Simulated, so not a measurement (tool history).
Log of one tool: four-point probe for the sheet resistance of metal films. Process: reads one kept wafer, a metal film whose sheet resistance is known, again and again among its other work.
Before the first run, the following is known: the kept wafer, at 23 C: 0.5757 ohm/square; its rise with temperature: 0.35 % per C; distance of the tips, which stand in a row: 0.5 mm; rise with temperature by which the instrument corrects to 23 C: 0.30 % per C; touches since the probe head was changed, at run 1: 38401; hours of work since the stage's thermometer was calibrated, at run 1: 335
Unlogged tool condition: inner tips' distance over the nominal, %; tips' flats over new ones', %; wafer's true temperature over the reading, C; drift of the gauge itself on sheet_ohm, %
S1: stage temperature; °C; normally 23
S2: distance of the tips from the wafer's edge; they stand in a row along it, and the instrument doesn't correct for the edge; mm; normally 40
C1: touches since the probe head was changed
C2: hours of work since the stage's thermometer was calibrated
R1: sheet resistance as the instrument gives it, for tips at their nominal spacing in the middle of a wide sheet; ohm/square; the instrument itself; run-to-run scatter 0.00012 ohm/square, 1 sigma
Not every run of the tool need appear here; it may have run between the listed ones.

Run 1, day 0.000: usual settings; C1 38401; C2 335. Result: R1 0.581224 ohm/square.
Run 2, day 1.029: usual settings; C1 39345; C2 349. Result: R1 0.581528 ohm/square.
Run 3, day 2.708: usual settings; C1 40883; C2 372. Result: R1 0.581408 ohm/square.
Run 4, day 4.538: usual settings; C1 42560; C2 397. Result: R1 0.581761 ohm/square.
Run 5, day 6.233: usual settings but S1 29 °C; C1 44114; C2 420. Result: R1 0.583758 ohm/square.
Run 6, day 7.738: usual settings but S1 29 °C; C1 45495; C2 441. Result: R1 0.583886 ohm/square.
Run 7, day 9.142: usual settings; C1 46783; C2 460. Result: R1 0.582192 ohm/square.
Run 8, day 10.362: usual settings; C1 47902; C2 476. Result: R1 0.582332 ohm/square.
Run 9, day 11.700: usual settings; C1 49128; C2 495. Result: R1 0.582430 ohm/square.
Run 10, day 13.167: usual settings; C1 50471; C2 515. Result: R1 0.582553 ohm/square.
Run 11, day 14.046: usual settings but S2 21 mm; C1 51278; C2 527. Result: R1 0.582513 ohm/square.
Run 12, day 15.050: usual settings but S2 21 mm; C1 52198; C2 540. Result: R1 0.582846 ohm/square.
Run 13, day 16.525: usual settings but S1 27 °C; C1 53550; C2 561. Result: R1 0.584083 ohm/square.
Run 14, day 17.562: usual settings but S1 27 °C; C1 54502; C2 575. Result: R1 0.584253 ohm/square.
Run 15, day 19.067: usual settings but S1 27 °C; C1 55881; C2 595. Result: R1 0.584193 ohm/square.
Run 16, day 20.288: usual settings but S1 27 °C; C1 57000; C2 612. Result: R1 0.584338 ohm/square.
Run 17, day 21.879: usual settings but S1 27 °C; C1 58459; C2 634. Result: R1 0.584518 ohm/square.
Run 18, day 23.283: usual settings but S1 27 °C; C1 59746; C2 653. Result: R1 0.584784 ohm/square.
Run 19, day 24.283: usual settings but S1 34 °C; C1 60661; C2 666. Result: R1 0.586660 ohm/square.
Run 20, day 25.742: usual settings but S1 26 °C; C1 62000; C2 686. Result: R1 0.584589 ohm/square.
Run 21, day 26.525: usual settings but S1 26 °C; C1 62718; C2 697. Result: R1 0.584508 ohm/square.
Run 22, day 27.767: usual settings but S1 26 °C; C1 63854; C2 714. Result: R1 0.584676 ohm/square.
Run 23, day 29.092: usual settings but S1 26 °C; C1 65070; C2 732. Result: R1 0.584809 ohm/square.
Run 24, day 30.333: usual settings but S1 26 °C; C1 66210; C2 749. Result: R1 0.584929 ohm/square.
Run 25, day 31.188: usual settings but S1 26 °C; C1 66989; C2 761. Result: R1 0.584933 ohm/square.
Run 26, day 32.667: usual settings but S1 26 °C; C1 68347; C2 781. Result: R1 0.585287 ohm/square.
Run 27, day 33.729: usual settings but S2 24 mm; C1 69323; C2 795. Result: R1 0.584548 ohm/square.
Run 28, day 35.071: usual settings but S1 28 °C, S2 3 mm; C1 70549; C2 814. Result: R1 0.594346 ohm/square.
Run 29, day 36.667: usual settings but S1 33 °C, S2 22 mm; C1 72014; C2 836. Result: R1 0.587772 ohm/square.

Run 30 comes next. What will it give?
Run 30, day 38.229: usual settings but S1 19 °C, S2 5 mm; C1 73445; C2 857. Result: R1 ?.

R1: 0.586403 ohm/square
Without the tool's hidden state the same run would have given R1 0.577447 ohm/square.

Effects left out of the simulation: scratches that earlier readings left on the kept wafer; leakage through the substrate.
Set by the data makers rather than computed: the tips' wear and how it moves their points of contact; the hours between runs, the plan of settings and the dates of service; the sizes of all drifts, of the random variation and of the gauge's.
